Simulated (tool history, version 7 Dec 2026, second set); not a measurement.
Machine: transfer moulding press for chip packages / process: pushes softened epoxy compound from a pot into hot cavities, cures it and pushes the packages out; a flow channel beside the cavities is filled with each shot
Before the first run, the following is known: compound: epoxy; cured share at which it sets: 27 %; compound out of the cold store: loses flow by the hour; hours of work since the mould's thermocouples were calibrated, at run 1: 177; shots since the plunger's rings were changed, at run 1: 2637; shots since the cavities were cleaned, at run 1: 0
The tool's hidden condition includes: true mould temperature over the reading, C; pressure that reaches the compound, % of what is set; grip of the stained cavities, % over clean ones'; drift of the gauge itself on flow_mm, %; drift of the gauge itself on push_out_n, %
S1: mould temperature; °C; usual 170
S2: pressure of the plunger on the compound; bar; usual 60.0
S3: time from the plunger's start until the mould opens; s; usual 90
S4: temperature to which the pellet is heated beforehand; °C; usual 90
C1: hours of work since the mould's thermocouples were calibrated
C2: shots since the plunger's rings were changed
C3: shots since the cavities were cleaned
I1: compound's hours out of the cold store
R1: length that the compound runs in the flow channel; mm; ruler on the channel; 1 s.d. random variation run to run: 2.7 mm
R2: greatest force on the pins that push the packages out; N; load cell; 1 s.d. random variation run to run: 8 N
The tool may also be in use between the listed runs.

run	hour	S1	S2	S3	S4	C1	C2	C3	I1	R1	R2
1	0.0	170	60.0	90	90	177	2637	0	46.5	478	344
# hour 39.0: cavities cleaned with cleaning compound and waxed
2	54.0	170	60.0	90	90	213	3361	207	16.9	528	460
# hour 81.8: cavities cleaned with cleaning compound and waxed
# hour 117.2: plunger's sealing rings changed
# hour 120.7: cavities cleaned with cleaning compound and waxed
3	120.7	175	60.0	90	90	254	28	0	26.3	530	318
# hour 159.0: cavities cleaned with cleaning compound and waxed
4	186.3	164	60.0	90	90	297	911	376	41.7	500	687
# hour 197.3: cavities cleaned with cleaning compound and waxed
# hour 233.9: cavities cleaned with cleaning compound and waxed
5	236.6	170	60.0	90	90	329	1562	37	15.9	548	377
# hour 271.7: cavities cleaned with cleaning compound and waxed
# hour 308.2: cavities cleaned with cleaning compound and waxed
6	316.1	170	60.0	90	90	381	2616	108	9.6	560	430
# hour 348.8: cavities cleaned with cleaning compound and waxed
7	357.6	170	60.0	90	90	408	3168	122	31.7	500	421
# hour 389.1: cavities cleaned with cleaning compound and waxed
8	409.1	170	60.0	90	88	442	3857	277	47.9	464	481
# hour 426.1: mould's thermocouples calibrated
# hour 427.6: cavities cleaned with cleaning compound and waxed
# hour 434.4: plunger's sealing rings changed
# hour 467.5: cavities cleaned with cleaning compound and waxed
9	479.1	170	60.0	90	84	32	596	160	23.8	542	445
# hour 507.7: cavities cleaned with cleaning compound and waxed
# hour 546.4: cavities cleaned with cleaning compound and waxed
10	546.4	170	60.0	90	84	76	1482	0	17.1	552	344
# hour 585.9: cavities cleaned with cleaning compound and waxed
11	585.9	170	60.0	90	84	101	2005	0	10.6	564	363
# hour 628.1: cavities cleaned with cleaning compound and waxed
12	628.1	170	60.0	90	84	129	2566	0	26.9	518	361
# hour 669.2: cavities cleaned with cleaning compound and waxed
13	676.5	170	60.0	90	84	161	3213	102	30.4	506	407
# hour 708.8: cavities cleaned with cleaning compound and waxed
14	721.9	170	63.2	90	90	191	3818	182	39.3	498	455
# hour 749.7: plunger's sealing rings changed
# hour 751.2: cavities cleaned with cleaning compound and waxed
15	780.9	170	66.5	90	89	228	410	410	27.8	559	538
# hour 787.7: cavities cleaned with cleaning compound and waxed
# hour 825.0: cavities cleaned with cleaning compound and waxed
16	838.7	170	60.0	108	90	265	1165	189	13.6	564	419
# hour 862.4: cavities cleaned with cleaning compound and waxed
17	889.3	177	64.2	78	83	298	1842	372	47.6	485	502
# hour 904.5: cavities cleaned with cleaning compound and waxed
18	936.5	177	64.2	78	83	329	2470	440	38.3	500	495
# hour 942.6: cavities cleaned with cleaning compound and waxed
# hour 982.2: cavities cleaned with cleaning compound and waxed
19	1015.8	177	64.2	78	83	381	3522	462	23.2	532	547
# hour 1020.9: cavities cleaned with cleaning compound and waxed
# hour 1060.4: cavities cleaned with cleaning compound and waxed
# hour 1067.6: plunger's sealing rings changed
20	1067.6	177	64.2	78	83	412	0	65	40.6	515	368
# hour 1100.2: cavities cleaned with cleaning compound and waxed
21	1112.7	170	49.4	86	90	442	601	172	18.2	508	500
# hour 1130.6: mould's thermocouples calibrated
# hour 1140.1: cavities cleaned with cleaning compound and waxed
22	1168.1	175	56.2	98	90	24	1316	386	38.4	479	483
# hour 1179.3: cavities cleaned with cleaning compound and waxed
23	1206.7	175	56.2	98	90	50	1827	377	31.1	491	466
# hour 1218.0: cavities cleaned with cleaning compound and waxed
# hour 1256.5: cavities cleaned with cleaning compound and waxed
24	1287.3	175	56.2	98	90	102	2896	424	29.1	485	472
# hour 1298.4: cavities cleaned with cleaning compound and waxed
25	1331.5	170	60.0	82	90	131	3485	456	43.4	475	581

For some of the steps in R1 from one run to the next: how much would appear even if the tool had no hidden state, given the settings, what came in and random variation, and how much remains for the hidden state plus any gauge scatter that the measured result and the result without hidden state don't share?
Run 2 -> 3: S1 170 -> 175, cavities cleaned with cleaning compound and waxed, plunger's sealing rings changed, cavities cleaned with cleaning compound and waxed. R1 +2 mm: hidden state +27, all else -25.
Run 8 -> 9: S4 88 -> 84, mould's thermocouples calibrated, cavities cleaned with cleaning compound and waxed, plunger's sealing rings changed, cavities cleaned with cleaning compound and waxed. R1 +78 mm: hidden state +24, all else +54.
Run 14 -> 15: S2 63.2 -> 66.5, S4 90 -> 89, plunger's sealing rings changed, cavities cleaned with cleaning compound and waxed. R1 +61 mm: hidden state +26, all else +35.
Run 16 -> 17: S1 170 -> 177, S2 60.0 -> 64.2, S3 108 -> 78, S4 90 -> 83, cavities cleaned with cleaning compound and waxed. R1 -79 mm: hidden state -4, all else -75.
